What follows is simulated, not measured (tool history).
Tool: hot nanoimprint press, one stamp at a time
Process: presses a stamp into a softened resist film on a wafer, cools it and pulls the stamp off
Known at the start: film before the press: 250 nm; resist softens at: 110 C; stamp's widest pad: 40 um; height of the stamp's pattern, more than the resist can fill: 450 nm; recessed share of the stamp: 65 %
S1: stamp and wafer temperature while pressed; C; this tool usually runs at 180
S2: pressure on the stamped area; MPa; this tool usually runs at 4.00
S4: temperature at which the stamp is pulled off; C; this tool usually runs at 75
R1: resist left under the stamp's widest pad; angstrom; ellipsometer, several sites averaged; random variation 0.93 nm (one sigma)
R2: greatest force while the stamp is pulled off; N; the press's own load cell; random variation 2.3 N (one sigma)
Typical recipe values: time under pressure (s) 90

Run 1, day 0.000: usual settings. Result: R1 1526 angstrom, R2 139 N.
At day 0.917: stamp cleaned and given a new release coat.
Run 2, day 1.008: usual settings. Result: R1 1511 angstrom, R2 115 N.
Run 3, day 1.871: usual settings but S2 2.67 MPa. Result: R1 1730 angstrom, R2 116 N.
At day 2.679: plate thermocouple calibrated.
Run 4, day 2.979: usual settings but S2 2.67 MPa. Result: R1 1759 angstrom, R2 116 N.
Run 5, day 3.500: usual settings but S2 2.67 MPa. Result: R1 1726 angstrom, R2 111 N.
Run 6, day 4.029: usual settings but S2 2.67 MPa. Result: R1 1750 angstrom, R2 113 N.
Run 7, day 4.954: usual settings but S2 2.67 MPa. Result: R1 1763 angstrom, R2 115 N.
Run 8, day 5.746: usual settings but time under pressure (s) 129. Result: R1 1393 angstrom, R2 119 N.
At day 6.021: plate thermocouple calibrated, once more.
Run 9, day 6.754: usual settings. Result: R1 1416 angstrom, R2 118 N.
Run 10, day 7.246: usual settings. Result: R1 1414 angstrom, R2 122 N.
Run 11, day 7.762: usual settings. Result: R1 1416 angstrom, R2 120 N.
Run 12, day 8.796: usual settings but S4 66 C. Result: R1 1414 angstrom, R2 123 N.
Run 13, day 9.775: usual settings. Result: R1 1413 angstrom, R2 124 N.
Run 14, day 10.412: usual settings but S2 3.70 MPa. Result: R1 1467 angstrom, R2 117 N.
Run 15, day 11.396: usual settings but S2 4.58 MPa. Result: R1 1358 angstrom, R2 121 N.
Run 16, day 11.933: usual settings but S2 4.58 MPa. Result: R1 1375 angstrom, R2 123 N.
Run 17, day 12.671: usual settings but S2 4.58 MPa. Result: R1 1355 angstrom, R2 125 N.
Run 18, day 13.396: usual settings. Result: R1 1429 angstrom, R2 127 N.
Run 19, day 13.888: usual settings but S4 65 C. Result: R1 1436 angstrom, R2 139 N.
Run 20, day 14.579: usual settings but S4 65 C. Result: R1 1434 angstrom, R2 134 N.
Run 21, day 15.204: usual settings but S2 3.68 MPa. Result: R1 1478 angstrom, R2 126 N.
Run 22, day 16.275: usual settings but S1 178 C, S2 4.69 MPa, S4 68 C. Result: R1 1504 angstrom, R2 137 N.
Run 23, day 16.758: usual settings but S1 181 C, S2 5.67 MPa, time under pressure (s) 68. Result: R1 1338 angstrom, R2 134 N.
Run 24, day 17.392: usual settings but S1 183 C. Result: R1 1260 angstrom, R2 130 N.
Run 25, day 18.296: usual settings but S1 178 C, time under pressure (s) 56. Result: R1 1822 angstrom, R2 135 N.
Run 26, day 18.892: usual settings but S1 171 C, S2 2.94 MPa, time under pressure (s) 126. Result: R1 2001 angstrom, R2 136 N.
Run 27, day 19.362: usual settings but S1 181 C, S2 2.74 MPa, time under pressure (s) 81, S4 82 C. Result: R1 1617 angstrom, R2 128 N.
Run 28, day 20.112: usual settings but S1 181 C, S2 3.16 MPa, time under pressure (s) 81, S4 82 C. Result: R1 1548 angstrom, R2 123 N.
Run 29, day 20.821: usual settings but S1 176 C, S2 3.16 MPa, time under pressure (s) 53, S4 68 C. Result: R1 2028 angstrom, R2 145 N.
Run 30, day 21.383: usual settings but S1 176 C, S2 3.16 MPa, time under pressure (s) 53, S4 68 C. Result: R1 2026 angstrom, R2 144 N.
At day 21.850: stamp cleaned and given a new release coat.
Run 31, day 22.504: usual settings but S1 176 C, S2 2.91 MPa, time under pressure (s) 70, S4 71 C. Result: R1 1951 angstrom, R2 118 N.

Branching from run 31: 3 alternative next runs. What would each branch give?
Run A, day 23.562: usual settings but S1 176 C, S2 3.60 MPa, time under pressure (s) 70, S4 65 C. Result: R1 ?, R2 ?.
Run B, day 23.562: usual settings but S1 176 C, S2 2.91 MPa, time under pressure (s) 70, S4 62 C. Result: R1 ?, R2 ?.
Run C, day 23.562: usual settings but S2 4.12 MPa. Result: R1 ?, R2 ?.

run    R1   R2
  A  1899  123
  B  1982  120
  C  1470  112
Without the tool's hidden state the same runs would have given:
run    R1   R2
  A  1842  120
  B  1931  117
  C  1408  110
